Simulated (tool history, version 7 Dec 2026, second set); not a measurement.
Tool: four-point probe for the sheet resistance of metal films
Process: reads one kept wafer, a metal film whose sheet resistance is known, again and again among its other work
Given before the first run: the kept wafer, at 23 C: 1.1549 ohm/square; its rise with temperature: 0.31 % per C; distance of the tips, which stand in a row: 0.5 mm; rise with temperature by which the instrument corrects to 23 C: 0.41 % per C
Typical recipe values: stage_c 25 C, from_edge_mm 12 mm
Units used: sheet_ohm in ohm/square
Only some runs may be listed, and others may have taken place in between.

Run 1, hour 0: usual settings. Result: sheet_ohm 1.161746 ohm/square.
Run 2, hour 22.6: usual settings. Result: sheet_ohm 1.161873 ohm/square.
Run 3, hour 73.6: usual settings but stage_c 24 C. Result: sheet_ohm 1.163171 ohm/square.
Run 4, hour 106.8: usual settings but from_edge_mm 18 mm. Result: sheet_ohm 1.161708 ohm/square.
Run 5, hour 135.6: usual settings but from_edge_mm 18 mm. Result: sheet_ohm 1.161675 ohm/square.
Run 6, hour 168.3: usual settings but from_edge_mm 49 mm. Result: sheet_ohm 1.161441 ohm/square.
At hour 172.8: stage's thermometer calibrated.
Run 7, hour 215.6: usual settings but from_edge_mm 36 mm. Result: sheet_ohm 1.161945 ohm/square.
Run 8, hour 259.7: usual settings but stage_c 24 C. Result: sheet_ohm 1.16374 ohm/square.
Run 9, hour 308.4: usual settings but stage_c 18 C, from_edge_mm 3 mm. Result: sheet_ohm 1.187841 ohm/square.
At hour 334: stage's thermometer calibrated, once more.
Run 10, hour 335.6: usual settings but stage_c 18 C, from_edge_mm 63 mm. Result: sheet_ohm 1.169421 ohm/square.
Run 11, hour 374.3: usual settings but stage_c 21 C, from_edge_mm 14 mm. Result: sheet_ohm 1.166848 ohm/square.
Run 12, hour 402.2: usual settings but stage_c 32 C. Result: sheet_ohm 1.153809 ohm/square.
Run 13, hour 430.1: usual settings but stage_c 32 C. Result: sheet_ohm 1.154014 ohm/square.

Consider 3 possible next runs. They are alternatives, not a sequence: every one starts from the tool as it was left by run 13. What does each give?
Run A, hour 457.6: usual settings but stage_c 23 C, from_edge_mm 6 mm. Result: sheet_ohm ?.
Run B, hour 457.6: usual settings but stage_c 20 C. Result: sheet_ohm ?.
Run C, hour 457.6: usual settings but stage_c 23 C. Result: sheet_ohm ?.

run  sheet_ohm
  A   1.167913
  B     1.1686
  C   1.164562
With no hidden state in the tool, these same runs would have given:
run  sheet_ohm
  A   1.159153
  B   1.159832
  C   1.155824
